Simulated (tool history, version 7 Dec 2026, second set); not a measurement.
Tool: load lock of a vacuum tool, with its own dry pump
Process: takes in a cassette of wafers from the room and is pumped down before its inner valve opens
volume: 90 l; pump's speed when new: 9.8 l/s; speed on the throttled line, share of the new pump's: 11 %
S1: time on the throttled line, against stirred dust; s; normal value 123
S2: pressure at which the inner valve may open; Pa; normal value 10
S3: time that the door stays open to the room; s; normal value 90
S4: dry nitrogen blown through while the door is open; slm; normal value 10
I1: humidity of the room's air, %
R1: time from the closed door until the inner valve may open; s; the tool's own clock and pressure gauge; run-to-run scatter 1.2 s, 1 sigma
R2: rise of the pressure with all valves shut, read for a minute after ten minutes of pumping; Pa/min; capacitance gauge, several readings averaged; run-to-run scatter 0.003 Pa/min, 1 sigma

Run 1, day 0: usual settings; I1 43.8. Result: R1 193.3 s, R2 0.043 Pa/min.
Run 2, day 18.129: usual settings; I1 42. Result: R1 195 s, R2 0.042 Pa/min.
Run 3, day 35.158: usual settings; I1 42.6. Result: R1 195.7 s, R2 0.039 Pa/min.
Run 4, day 49.146: usual settings; I1 46.6. Result: R1 196.5 s, R2 0.046 Pa/min.
Run 5, day 71.267: usual settings but S3 139 s; I1 43.9. Result: R1 194.9 s, R2 0.054 Pa/min.
Run 6, day 89.458: usual settings but S3 139 s; I1 44.3. Result: R1 193.8 s, R2 0.053 Pa/min.
Run 7, day 117.417: usual settings but S1 145 s; I1 46.1. Result: R1 214.6 s, R2 0.047 Pa/min.
Run 8, day 131.804: usual settings but S1 145 s; I1 45.3. Result: R1 213.3 s, R2 0.045 Pa/min.
Run 9, day 156.596: usual settings but S1 145 s; I1 43.1. Result: R1 213.8 s, R2 0.048 Pa/min.
Run 10, day 169.921: usual settings but S3 27 s; I1 45.8. Result: R1 194.4 s, R2 0.025 Pa/min.
Run 11, day 189.871: usual settings; I1 41.7. Result: R1 194.9 s, R2 0.045 Pa/min.
Run 12, day 207.9: usual settings; I1 45.4. Result: R1 194.6 s, R2 0.047 Pa/min.
Run 13, day 229.25: usual settings but S2 18 Pa; I1 41.9. Result: R1 190.3 s, R2 0.041 Pa/min.
Run 14, day 253.942: usual settings; I1 46.6. Result: R1 194.5 s, R2 0.047 Pa/min.
Run 15, day 272.283: usual settings; I1 44. Result: R1 196.4 s, R2 0.046 Pa/min.
Run 16, day 295.267: usual settings; I1 46.1. Result: R1 194.5 s, R2 0.045 Pa/min.
Run 17, day 318.088: usual settings; I1 44.3. Result: R1 193.9 s, R2 0.037 Pa/min.
Run 18, day 343.229: usual settings; I1 45.3. Result: R1 195.7 s, R2 0.043 Pa/min.
Run 19, day 367.129: usual settings; I1 43.6. Result: R1 195.3 s, R2 0.042 Pa/min.
Run 20, day 393.292: usual settings but S1 168 s, S3 38 s, S4 30 slm; I1 43.2. Result: R1 236.2 s, R2 0.019 Pa/min.
Run 21, day 408.429: usual settings but S1 209 s, S2 17 Pa, S3 106 s, S4 8 slm; I1 42. Result: R1 268 s, R2 0.048 Pa/min.
Run 22, day 422.983: usual settings but S1 209 s, S2 17 Pa, S3 106 s, S4 8 slm; I1 46.2. Result: R1 263.5 s, R2 0.05 Pa/min.
Run 23, day 436.438: usual settings but S1 183 s, S4 27 slm; I1 48.4. Result: R1 247.6 s, R2 0.028 Pa/min.
Run 24, day 449.075: usual settings but S2 11 Pa, S3 54 s; I1 42.5. Result: R1 193.9 s, R2 0.035 Pa/min.
Run 25, day 461.604: usual settings but S2 11 Pa, S3 54 s; I1 48.4. Result: R1 194.9 s, R2 0.034 Pa/min.
Run 26, day 480.629: usual settings but S1 94 s, S2 20 Pa, S3 117 s, S4 12 slm; I1 45.9. Result: R1 163.4 s, R2 0.041 Pa/min.
Run 27, day 508.842: usual settings but S1 94 s, S2 20 Pa, S3 117 s, S4 12 slm; I1 44.6. Result: R1 162.8 s, R2 0.047 Pa/min.
Run 28, day 537.442: usual settings but S4 6 slm; I1 44.1. Result: R1 195.7 s, R2 0.05 Pa/min.
Run 29, day 564.496: usual settings but S1 167 s, S2 11 Pa, S3 44 s, S4 6 slm; I1 41.4. Result: R1 234.8 s, R2 0.035 Pa/min.
Run 30, day 587.312: usual settings but S1 167 s, S2 11 Pa, S3 31 s, S4 6 slm; I1 40. Result: R1 230.7 s, R2 0.023 Pa/min.
Run 31, day 600.688: usual settings but S1 167 s, S2 16 Pa, S3 31 s, S4 41 slm; I1 46.1. Result: R1 228.3 s, R2 0.009 Pa/min.
Run 32, day 621.958: usual settings but S1 88 s, S3 182 s, S4 4 slm; I1 45.9. Result: R1 164.1 s, R2 0.081 Pa/min.
Run 33, day 648.2: usual settings but S1 84 s, S2 9 Pa, S3 182 s, S4 4 slm; I1 45.9. Result: R1 160.4 s, R2 0.084 Pa/min.
Run 34, day 665.5: usual settings but S1 84 s, S2 8 Pa, S3 182 s, S4 4 slm; I1 46.6. Result: R1 161.6 s, R2 0.076 Pa/min.
Run 35, day 691.475: usual settings but S1 84 s, S2 8 Pa, S3 182 s, S4 4 slm; I1 47.2. Result: R1 160.9 s, R2 0.08 Pa/min.
Run 36, day 714.071: usual settings but S1 141 s, S3 89 s, S4 13 slm; I1 45. Result: R1 211.6 s, R2 0.041 Pa/min.
Run 37, day 731.892: usual settings but S1 91 s, S2 8 Pa; I1 47.7. Result: R1 167.9 s, R2 0.051 Pa/min.
Run 38, day 749.412: usual settings but S1 127 s; I1 43.9. Result: R1 197.5 s, R2 0.042 Pa/min.

Not shown here: 2 entries made in the log between runs. Locate each between two listed runs and compare the hidden state at the listed run before it with the hidden state at the listed run after it:
In the gap between runs 19 and 20: door's seal changed, seat wiped (day 377.854)
  leak at the door's seal, Pa l/s: 0.0044 -> 0.002
In the gap between runs 21 and 22: dry pump taken out, an overhauled one fitted (day 412.488)
  pump's speed, % of a new pump's: 99.9 -> 100; leak at the door's seal, Pa l/s: 0.002 -> 0.0021
